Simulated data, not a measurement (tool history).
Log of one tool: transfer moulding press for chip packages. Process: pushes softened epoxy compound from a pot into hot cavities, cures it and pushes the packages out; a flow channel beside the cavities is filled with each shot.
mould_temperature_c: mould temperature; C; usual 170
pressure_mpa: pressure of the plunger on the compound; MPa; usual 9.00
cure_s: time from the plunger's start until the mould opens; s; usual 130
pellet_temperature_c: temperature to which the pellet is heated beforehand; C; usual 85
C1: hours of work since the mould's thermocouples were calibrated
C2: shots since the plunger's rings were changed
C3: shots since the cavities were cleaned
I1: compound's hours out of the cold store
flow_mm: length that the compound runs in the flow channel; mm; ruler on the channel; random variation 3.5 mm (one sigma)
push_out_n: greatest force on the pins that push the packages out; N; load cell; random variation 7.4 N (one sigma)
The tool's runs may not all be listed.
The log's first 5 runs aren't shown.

{"run": 6, "hour": 53.3, "mould_temperature_c": 170, "pressure_mpa": 9.0, "cure_s": 153, "pellet_temperature_c": 85, "C1": 96, "C2": 296, "C3": 674, "I1": 11.5, "flow_mm": 705, "push_out_n": 567}
{"run": 7, "hour": 65.9, "mould_temperature_c": 170, "pressure_mpa": 9.0, "cure_s": 130, "pellet_temperature_c": 85, "C1": 105, "C2": 412, "C3": 790, "I1": 11.9, "flow_mm": 698, "push_out_n": 697}
{"run": 8, "hour": 72.4, "mould_temperature_c": 170, "pressure_mpa": 9.0, "cure_s": 130, "pellet_temperature_c": 85, "C1": 109, "C2": 472, "C3": 850, "I1": 17.2, "flow_mm": 685, "push_out_n": 679}
{"run": 9, "hour": 78.3, "mould_temperature_c": 170, "pressure_mpa": 9.0, "cure_s": 130, "pellet_temperature_c": 85, "C1": 113, "C2": 527, "C3": 905, "I1": 14.9, "flow_mm": 692, "push_out_n": 693}
{"run": 10, "hour": 88.8, "mould_temperature_c": 170, "pressure_mpa": 9.0, "cure_s": 130, "pellet_temperature_c": 85, "C1": 120, "C2": 623, "C3": 1001, "I1": 22.5, "flow_mm": 673, "push_out_n": 698}
{"hour": 92.3, "done": "cavities cleaned with cleaning compound and waxed"}
{"run": 11, "hour": 98.3, "mould_temperature_c": 170, "pressure_mpa": 9.0, "cure_s": 130, "pellet_temperature_c": 85, "C1": 125, "C2": 697, "C3": 56, "I1": 9.5, "flow_mm": 707, "push_out_n": 390}
{"run": 12, "hour": 109.7, "mould_temperature_c": 170, "pressure_mpa": 7.82, "cure_s": 130, "pellet_temperature_c": 85, "C1": 132, "C2": 802, "C3": 161, "I1": 22.1, "flow_mm": 622, "push_out_n": 467}
{"run": 13, "hour": 118.8, "mould_temperature_c": 170, "pressure_mpa": 7.82, "cure_s": 130, "pellet_temperature_c": 85, "C1": 138, "C2": 886, "C3": 245, "I1": 22.6, "flow_mm": 622, "push_out_n": 521}
{"run": 14, "hour": 130.3, "mould_temperature_c": 170, "pressure_mpa": 9.32, "cure_s": 130, "pellet_temperature_c": 85, "C1": 146, "C2": 992, "C3": 351, "I1": 46.9, "flow_mm": 618, "push_out_n": 536}
{"run": 15, "hour": 144.1, "mould_temperature_c": 170, "pressure_mpa": 9.32, "cure_s": 130, "pellet_temperature_c": 85, "C1": 155, "C2": 1119, "C3": 478, "I1": 13.8, "flow_mm": 694, "push_out_n": 629}
{"run": 16, "hour": 152.8, "mould_temperature_c": 170, "pressure_mpa": 9.32, "cure_s": 130, "pellet_temperature_c": 85, "C1": 161, "C2": 1199, "C3": 558, "I1": 37.2, "flow_mm": 647, "push_out_n": 615}
{"run": 17, "hour": 158.8, "mould_temperature_c": 166, "pressure_mpa": 10.63, "cure_s": 139, "pellet_temperature_c": 92, "C1": 165, "C2": 1254, "C3": 613, "I1": 43.0, "flow_mm": 684, "push_out_n": 699}
{"run": 18, "hour": 172.5, "mould_temperature_c": 165, "pressure_mpa": 10.94, "cure_s": 139, "pellet_temperature_c": 92, "C1": 174, "C2": 1381, "C3": 740, "I1": 29.9, "flow_mm": 725, "push_out_n": 789}
{"run": 19, "hour": 178.2, "mould_temperature_c": 176, "pressure_mpa": 9.0, "cure_s": 130, "pellet_temperature_c": 92, "C1": 178, "C2": 1433, "C3": 792, "I1": 27.5, "flow_mm": 636, "push_out_n": 562}
{"run": 20, "hour": 190.4, "mould_temperature_c": 176, "pressure_mpa": 9.0, "cure_s": 130, "pellet_temperature_c": 92, "C1": 186, "C2": 1545, "C3": 904, "I1": 16.5, "flow_mm": 669, "push_out_n": 589}
{"run": 21, "hour": 196.0, "mould_temperature_c": 163, "pressure_mpa": 9.0, "cure_s": 124, "pellet_temperature_c": 79, "C1": 189, "C2": 1597, "C3": 956, "I1": 19.3, "flow_mm": 681, "push_out_n": 1238}
{"hour": 203.5, "done": "cavities cleaned with cleaning compound and waxed"}
{"run": 22, "hour": 208.6, "mould_temperature_c": 163, "pressure_mpa": 9.0, "cure_s": 124, "pellet_temperature_c": 79, "C1": 197, "C2": 1699, "C3": 46, "I1": 28.4, "flow_mm": 660, "push_out_n": 634}
{"run": 23, "hour": 220.5, "mould_temperature_c": 163, "pressure_mpa": 9.0, "cure_s": 124, "pellet_temperature_c": 79, "C1": 204, "C2": 1809, "C3": 156, "I1": 30.3, "flow_mm": 652, "push_out_n": 795}
{"run": 24, "hour": 228.4, "mould_temperature_c": 170, "pressure_mpa": 10.08, "cure_s": 123, "pellet_temperature_c": 85, "C1": 210, "C2": 1881, "C3": 228, "I1": 25.6, "flow_mm": 691, "push_out_n": 551}
{"run": 25, "hour": 235.6, "mould_temperature_c": 175, "pressure_mpa": 8.96, "cure_s": 165, "pellet_temperature_c": 82, "C1": 214, "C2": 1948, "C3": 295, "I1": 38.0, "flow_mm": 613, "push_out_n": 441}
{"run": 26, "hour": 242.9, "mould_temperature_c": 176, "pressure_mpa": 7.98, "cure_s": 165, "pellet_temperature_c": 88, "C1": 219, "C2": 2015, "C3": 362, "I1": 42.4, "flow_mm": 564, "push_out_n": 471}
{"run": 27, "hour": 248.9, "mould_temperature_c": 176, "pressure_mpa": 7.98, "cure_s": 165, "pellet_temperature_c": 88, "C1": 223, "C2": 2070, "C3": 417, "I1": 35.0, "flow_mm": 579, "push_out_n": 483}
{"run": 28, "hour": 257.3, "mould_temperature_c": 176, "pressure_mpa": 7.98, "cure_s": 131, "pellet_temperature_c": 88, "C1": 229, "C2": 2147, "C3": 494, "I1": 33.8, "flow_mm": 583, "push_out_n": 504}
{"run": 29, "hour": 265.5, "mould_temperature_c": 176, "pressure_mpa": 7.98, "cure_s": 131, "pellet_temperature_c": 88, "C1": 234, "C2": 2223, "C3": 570, "I1": 28.3, "flow_mm": 595, "push_out_n": 541}
{"run": 30, "hour": 274.4, "mould_temperature_c": 176, "pressure_mpa": 7.98, "cure_s": 131, "pellet_temperature_c": 88, "C1": 240, "C2": 2305, "C3": 652, "I1": 20.8, "flow_mm": 610, "push_out_n": 529}

Forecast each of these 3 alternatives for the next run:
{"run": "A", "hour": 285.1, "mould_temperature_c": 170, "pressure_mpa": 8.28, "cure_s": 130, "pellet_temperature_c": 85, "C1": 247, "C2": 2403, "C3": 750, "I1": 9.4, "flow_mm": "?", "push_out_n": "?"}
{"run": "B", "hour": 285.1, "mould_temperature_c": 174, "pressure_mpa": 7.98, "cure_s": 131, "pellet_temperature_c": 88, "C1": 247, "C2": 2403, "C3": 750, "I1": 39.3, "flow_mm": "?", "push_out_n": "?"}
{"run": "C", "hour": 285.1, "mould_temperature_c": 173, "pressure_mpa": 7.98, "cure_s": 124, "pellet_temperature_c": 85, "C1": 247, "C2": 2403, "C3": 750, "I1": 46.7, "flow_mm": "?", "push_out_n": "?"}

run=A flow_mm=663 push_out_n=708
run=B flow_mm=572 push_out_n=573
run=C flow_mm=561 push_out_n=596
Without the tool's hidden state the same runs would have given:
run=A flow_mm=689 push_out_n=321
run=B flow_mm=594 push_out_n=259
run=C flow_mm=583 push_out_n=273

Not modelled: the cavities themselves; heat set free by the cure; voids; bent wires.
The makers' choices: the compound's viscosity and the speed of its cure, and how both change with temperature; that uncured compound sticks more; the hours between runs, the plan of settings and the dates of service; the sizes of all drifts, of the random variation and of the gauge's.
